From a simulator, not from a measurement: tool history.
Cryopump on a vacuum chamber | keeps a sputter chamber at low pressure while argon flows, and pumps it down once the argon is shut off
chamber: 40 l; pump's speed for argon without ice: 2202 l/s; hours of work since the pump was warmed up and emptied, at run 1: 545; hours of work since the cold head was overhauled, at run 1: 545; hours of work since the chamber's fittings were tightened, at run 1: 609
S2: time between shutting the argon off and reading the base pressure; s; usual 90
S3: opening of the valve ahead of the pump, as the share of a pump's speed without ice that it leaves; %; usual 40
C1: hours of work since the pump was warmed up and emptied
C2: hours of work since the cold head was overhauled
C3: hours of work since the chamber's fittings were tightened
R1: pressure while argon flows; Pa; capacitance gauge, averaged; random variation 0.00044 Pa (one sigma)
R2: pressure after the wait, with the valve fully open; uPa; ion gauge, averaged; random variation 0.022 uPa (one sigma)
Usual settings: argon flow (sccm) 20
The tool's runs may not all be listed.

Run 1, hour 0.0: usual settings; C1 545; C2 545; C3 609. Result: R1 0.0410 Pa, R2 1.02 uPa.
Run 2, hour 23.5: usual settings; C1 555; C2 555; C3 620. Result: R1 0.0414 Pa, R2 1.05 uPa.
Run 3, hour 69.8: usual settings; C1 576; C2 576; C3 640. Result: R1 0.0423 Pa, R2 1.03 uPa.
Run 4, hour 90.7: usual settings but S2 135 s; C1 585; C2 585; C3 649. Result: R1 0.0413 Pa, R2 0.88 uPa.
Run 5, hour 116.3: usual settings but S2 135 s; C1 596; C2 596; C3 661. Result: R1 0.0423 Pa, R2 0.84 uPa.
Run 6, hour 148.4: usual settings but argon flow (sccm) 36; C1 610; C2 610; C3 675. Result: R1 0.0751 Pa, R2 1.01 uPa.
Run 7, hour 190.1: usual settings but argon flow (sccm) 36; C1 629; C2 629; C3 693. Result: R1 0.0760 Pa, R2 1.05 uPa.
At hour 213.3: pump warmed up, emptied and cooled again.
Run 8, hour 231.6: usual settings; C1 8; C2 645; C3 709. Result: R1 0.0382 Pa, R2 0.91 uPa.
Run 9, hour 270.4: usual settings; C1 25; C2 662; C3 727. Result: R1 0.0387 Pa, R2 0.95 uPa.
Run 10, hour 293.8: usual settings but argon flow (sccm) 25; C1 36; C2 672; C3 737. Result: R1 0.0489 Pa, R2 1.01 uPa.
Run 11, hour 327.6: usual settings but argon flow (sccm) 25; C1 50; C2 687; C3 752. Result: R1 0.0486 Pa, R2 0.99 uPa.
Run 12, hour 371.2: usual settings but argon flow (sccm) 15; C1 70; C2 707; C3 771. Result: R1 0.0298 Pa, R2 1.00 uPa.
Run 13, hour 408.2: usual settings but S3 51 %; C1 86; C2 723; C3 787. Result: R1 0.0313 Pa, R2 1.01 uPa.
Run 14, hour 432.8: usual settings; C1 97; C2 734; C3 798. Result: R1 0.0393 Pa, R2 1.01 uPa.
Run 15, hour 480.7: usual settings; C1 118; C2 755; C3 819. Result: R1 0.0393 Pa, R2 1.01 uPa.
Run 16, hour 526.7: usual settings; C1 138; C2 775; C3 840. Result: R1 0.0390 Pa, R2 1.03 uPa.
Run 17, hour 563.6: usual settings; C1 155; C2 792; C3 856. Result: R1 0.0397 Pa, R2 1.03 uPa.

Forecast run 18:
Run 18, hour 588.3: usual settings; C1 166; C2 802; C3 867. Result: R1 ?, R2 ?.

Run 18 gave R1 0.0392 Pa, R2 1.04 uPa.
Without the tool's hidden state the same run would have given R1 0.0381 Pa, R2 0.66 uPa.
